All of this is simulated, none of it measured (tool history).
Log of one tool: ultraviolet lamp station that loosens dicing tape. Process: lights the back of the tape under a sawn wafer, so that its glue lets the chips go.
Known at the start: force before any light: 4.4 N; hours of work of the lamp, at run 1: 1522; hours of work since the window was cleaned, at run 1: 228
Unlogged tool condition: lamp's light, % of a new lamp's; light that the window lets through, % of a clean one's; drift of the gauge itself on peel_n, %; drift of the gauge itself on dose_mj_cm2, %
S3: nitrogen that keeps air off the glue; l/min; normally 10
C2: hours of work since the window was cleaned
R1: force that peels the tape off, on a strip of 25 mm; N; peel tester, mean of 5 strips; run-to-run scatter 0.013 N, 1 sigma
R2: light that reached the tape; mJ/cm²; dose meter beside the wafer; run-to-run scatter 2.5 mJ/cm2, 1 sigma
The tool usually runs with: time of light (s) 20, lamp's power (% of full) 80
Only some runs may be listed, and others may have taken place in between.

Run 1, hour 0: usual settings; hours of work of the lamp 1522; C2 228. Result: R1 1.059 N, R2 208 mJ/cm².
Run 2, hour 36.5: usual settings; hours of work of the lamp 1539; C2 246. Result: R1 1.056 N, R2 208 mJ/cm².
Run 3, hour 88.8: usual settings; hours of work of the lamp 1565; C2 272. Result: R1 1.036 N, R2 204 mJ/cm².
Run 4, hour 134.2: usual settings; hours of work of the lamp 1588; C2 294. Result: R1 1.118 N, R2 197 mJ/cm².
Run 5, hour 205.1: usual settings but lamp's power (% of full) 68; hours of work of the lamp 1623; C2 329. Result: R1 1.376 N, R2 167 mJ/cm².
Run 6, hour 250.5: usual settings; hours of work of the lamp 1645; C2 352. Result: R1 1.116 N, R2 195 mJ/cm².
Run 7, hour 308.9: usual settings but lamp's power (% of full) 76; hours of work of the lamp 1674; C2 380. Result: R1 1.24 N, R2 186 mJ/cm².
At hour 371.7: lamp changed.
Run 8, hour 392.1: usual settings but time of light (s) 15, lamp's power (% of full) 81, S3 6 l/min; hours of work of the lamp 10; C2 421. Result: R1 1.343 N, R2 201 mJ/cm².
Run 9, hour 441.5: usual settings but time of light (s) 12, lamp's power (% of full) 81, S3 8 l/min; hours of work of the lamp 34; C2 445. Result: R1 1.625 N, R2 156 mJ/cm².
Run 10, hour 498.1: usual settings but time of light (s) 12, lamp's power (% of full) 81, S3 8 l/min; hours of work of the lamp 62; C2 473. Result: R1 1.611 N, R2 155 mJ/cm².
At hour 518: window cleaned of glue's vapour.
Run 11, hour 559.8: usual settings but time of light (s) 34, lamp's power (% of full) 70; hours of work of the lamp 92; C2 21. Result: R1 0.321 N, R2 438 mJ/cm².
Run 12, hour 644.4: usual settings but time of light (s) 12; hours of work of the lamp 134; C2 62. Result: R1 1.293 N, R2 172 mJ/cm².
Run 13, hour 700.2: usual settings but time of light (s) 15; hours of work of the lamp 162; C2 90. Result: R1 1.021 N, R2 212 mJ/cm².
Run 14, hour 751: usual settings but time of light (s) 30, lamp's power (% of full) 94, S3 11 l/min; hours of work of the lamp 187; C2 115. Result: R1 0.243 N, R2 494 mJ/cm².

Each row is a separate what-if for the run after 14, all from the same tool condition, not one after another. Results?
Run A, hour 812.3: usual settings but time of light (s) 13; hours of work of the lamp 217; C2 145. Result: R1 ?, R2 ?.
Run B, hour 812.3: usual settings but time of light (s) 30, lamp's power (% of full) 94, S3 4 l/min; hours of work of the lamp 217; C2 145. Result: R1 ?, R2 ?.
Run C, hour 812.3: usual settings but S3 5 l/min; hours of work of the lamp 217; C2 145. Result: R1 ?, R2 ?.
Run D, hour 812.3: usual settings but time of light (s) 30, lamp's power (% of full) 63, S3 11 l/min; hours of work of the lamp 217; C2 145. Result: R1 ?, R2 ?.
Run E, hour 812.3: usual settings but lamp's power (% of full) 82; hours of work of the lamp 217; C2 145. Result: R1 ?, R2 ?.

run     R1   R2
  A  1.233  184
  B  0.456  482
  C   0.98  277
  D  0.492  328
  E  0.686  283
What these runs would have given with no unlogged condition in the tool:
run     R1   R2
  A  1.105  201
  B  0.391  528
  C  0.865  303
  D  0.421  359
  E  0.594  310
